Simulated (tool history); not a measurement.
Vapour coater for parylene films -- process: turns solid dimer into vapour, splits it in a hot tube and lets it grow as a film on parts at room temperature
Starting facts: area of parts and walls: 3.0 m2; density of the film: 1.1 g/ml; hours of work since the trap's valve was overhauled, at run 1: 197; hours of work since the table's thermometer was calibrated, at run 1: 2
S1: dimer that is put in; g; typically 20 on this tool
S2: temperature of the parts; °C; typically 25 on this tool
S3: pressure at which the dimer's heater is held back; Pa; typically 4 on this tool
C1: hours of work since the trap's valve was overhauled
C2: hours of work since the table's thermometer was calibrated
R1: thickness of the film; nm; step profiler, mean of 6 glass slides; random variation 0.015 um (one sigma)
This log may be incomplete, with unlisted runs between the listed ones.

run 1 day=0 | S1=20 S2=25 S3=4 | C1=197 C2=2 | R1=4660
run 2 day=0.683 | S1=20 S2=25 S3=4 | C1=208 C2=12 | R1=4630
run 3 day=1.329 | S1=15 S2=25 S3=4 | C1=218 C2=22 | R1=3510
run 4 day=2.033 | S1=15 S2=25 S3=4 | C1=229 C2=33 | R1=3450
run 5 day=2.829 | S1=13 S2=25 S3=4 | C1=242 C2=46 | R1=3000
run 6 day=3.683 | S1=13 S2=25 S3=4 | C1=255 C2=59 | R1=3000
run 7 day=4.546 | S1=20 S2=25 S3=2.29 | C1=268 C2=73 | R1=5150
run 8 day=5.504 | S1=20 S2=25 S3=2.29 | C1=283 C2=88 | R1=5200
run 9 day=6.188 | S1=20 S2=25 S3=2.29 | C1=294 C2=98 | R1=5190
run 10 day=6.983 | S1=20 S2=25 S3=2.29 | C1=307 C2=111 | R1=5140
run 11 day=8.121 | S1=20 S2=25 S3=7.03 | C1=324 C2=129 | R1=4070
run 12 day=8.9 | S1=20 S2=25 S3=4 | C1=336 C2=141 | R1=4560
run 13 day=9.538 | S1=11 S2=25 S3=4 | C1=346 C2=151 | R1=2520
run 14 day=10.367 | S1=11 S2=25 S3=4 | C1=359 C2=164 | R1=2500
-- day=11.542 trap's valve overhauled
run 15 day=11.696 | S1=11 S2=25 S3=4 | C1=2 C2=182 | R1=2630
run 16 day=12.617 | S1=32 S2=25 S3=4 | C1=17 C2=196 | R1=7640
run 17 day=13.7 | S1=32 S2=25 S3=4 | C1=34 C2=213 | R1=7610
run 18 day=14.679 | S1=32 S2=34 S3=4 | C1=49 C2=229 | R1=6050
run 19 day=15.196 | S1=32 S2=34 S3=4 | C1=57 C2=237 | R1=6030
run 20 day=15.879 | S1=16 S2=18 S3=3.59 | C1=68 C2=247 | R1=4610
run 21 day=16.567 | S1=31 S2=33 S3=2.39 | C1=79 C2=258 | R1=6650
run 22 day=17.254 | S1=12 S2=27 S3=4.89 | C1=89 C2=269 | R1=2580
run 23 day=17.862 | S1=14 S2=19 S3=4 | C1=99 C2=278 | R1=3840
run 24 day=18.979 | S1=14 S2=19 S3=4 | C1=116 C2=296 | R1=3830
run 25 day=19.821 | S1=13 S2=33 S3=11.33 | C1=129 C2=309 | R1=2010
run 26 day=20.338 | S1=10 S2=30 S3=5.57 | C1=137 C2=317 | R1=1930
run 27 day=21.067 | S1=9 S2=26 S3=4 | C1=149 C2=328 | R1=2060
run 28 day=22.125 | S1=9 S2=26 S3=5.55 | C1=165 C2=345 | R1=1920
run 29 day=23.008 | S1=18 S2=26 S3=2.96 | C1=179 C2=359 | R1=4360
run 30 day=23.862 | S1=15 S2=32 S3=2.69 | C1=193 C2=372 | R1=3170
run 31 day=24.4 | S1=15 S2=32 S3=2.69 | C1=201 C2=380 | R1=3190
run 32 day=25.25 | S1=15 S2=32 S3=2.69 | C1=214 C2=394 | R1=3180
run 33 day=26.296 | S1=17 S2=35 S3=4 | C1=231 C2=410 | R1=3090
run 34 day=26.812 | S1=17 S2=35 S3=4 | C1=239 C2=418 | R1=3060
run 35 day=27.825 | S1=30 S2=26 S3=4 | C1=255 C2=434 | R1=6760
run 36 day=28.892 | S1=19 S2=28 S3=11.34 | C1=271 C2=451 | R1=3260
run 37 day=29.896 | S1=19 S2=28 S3=11.34 | C1=287 C2=466 | R1=3270
run 38 day=30.821 | S1=20 S2=17 S3=5.62 | C1=301 C2=481 | R1=5230

Pick out some run-to-run changes in R1. Of each, how much would a tool without hidden state show as well, from the settings, what came in and chance, and how much is left for the hidden state and any gauge scatter not in both results compared?
What the log doesn't record here: vapour lost through the trap's worn valve, %; true temperature of the parts over the reading, C; drift of the gauge itself on film_um, %.
Run 14 -> 15: trap's valve overhauled. R1 +130 nm: hidden state +110, all else +20.
Run 15 -> 16: S1 11 -> 32. R1 +5010 nm: hidden state -20, all else +5030.
Run 21 -> 22: S1 31 -> 12, S2 33 -> 27, S3 2.39 -> 4.89. R1 -4070 nm: hidden state +30, all else -4100.
Run 34 -> 35: S1 17 -> 30, S2 35 -> 26. R1 +3700 nm: hidden state -100, all else +3800.
Run 35 -> 36: S1 30 -> 19, S2 26 -> 28, S3 4 -> 11.34. R1 -3500 nm: hidden state +90, all else -3590.

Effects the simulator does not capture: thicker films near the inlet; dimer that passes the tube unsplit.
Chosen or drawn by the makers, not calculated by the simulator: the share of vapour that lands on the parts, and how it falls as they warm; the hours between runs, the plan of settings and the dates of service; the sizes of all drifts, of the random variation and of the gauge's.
